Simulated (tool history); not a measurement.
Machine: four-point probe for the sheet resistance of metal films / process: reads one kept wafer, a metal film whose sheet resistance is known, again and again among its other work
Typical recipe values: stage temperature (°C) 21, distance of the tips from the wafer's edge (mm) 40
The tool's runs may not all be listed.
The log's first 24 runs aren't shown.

run     day  stage temperature (°C)  distance of the tips from the wafer's edge (mm)  sheet resistance as the instrument gives it (ohm/square)
 25  30.217                      25                                                5                                                  0.183421
 26  31.300                      25                                                5                                                  0.183430
 27  32.800                      25                                                5                                                  0.183378
 28  34.538                      25                                                5                                                  0.183363
 29  36.117                      25                                                5                                                  0.183280
 30  37.171                      22                                               57                                                  0.177655
 31  38.671                      25                                               30                                                  0.177464
 32  39.388                      31                                                9                                                  0.178651
 33  40.538                      27                                                9                                                  0.178952
 34  41.475                      20                                               38                                                  0.177754
 35  43.112                      27                                                5                                                  0.183014
 36  43.867                      20                                                4                                                  0.186759
 37  45.342                      26                                                7                                                  0.180220
 38  46.842                      23                                               10                                                  0.178800
 39  48.392                      23                                               10                                                  0.178876
 40  49.571                      35                                               25                                                  0.176531
 41  50.696                      35                                               25                                                  0.176483
 42  51.533                      18                                               41                                                  0.177765
 43  52.854                      18                                               41                                                  0.177827
 44  53.962                      23                                               41                                                  0.177283

Below are 5 alternative next runs, each starting from the tool's condition after run 44. Predict each:
  A  54.754                      32                                               20                                                         ?
  B  54.754                      21                                               10                                                         ?
  C  54.754                      32                                               11                                                         ?
  D  54.754                      31                                               16                                                         ?
  E  54.754                      20                                                3                                                         ?

run  sheet resistance as the instrument gives it (ohm/square)
  A                                                  0.176828
  B                                                  0.178907
  C                                                  0.177677
  D                                                  0.177090
  E                                                  0.193031
Without the tool's unlogged condition, the same runs would have read:
run  sheet resistance as the instrument gives it (ohm/square)
  A                                                  0.178734
  B                                                  0.180836
  C                                                  0.179591
  D                                                  0.178999
  E                                                  0.195100

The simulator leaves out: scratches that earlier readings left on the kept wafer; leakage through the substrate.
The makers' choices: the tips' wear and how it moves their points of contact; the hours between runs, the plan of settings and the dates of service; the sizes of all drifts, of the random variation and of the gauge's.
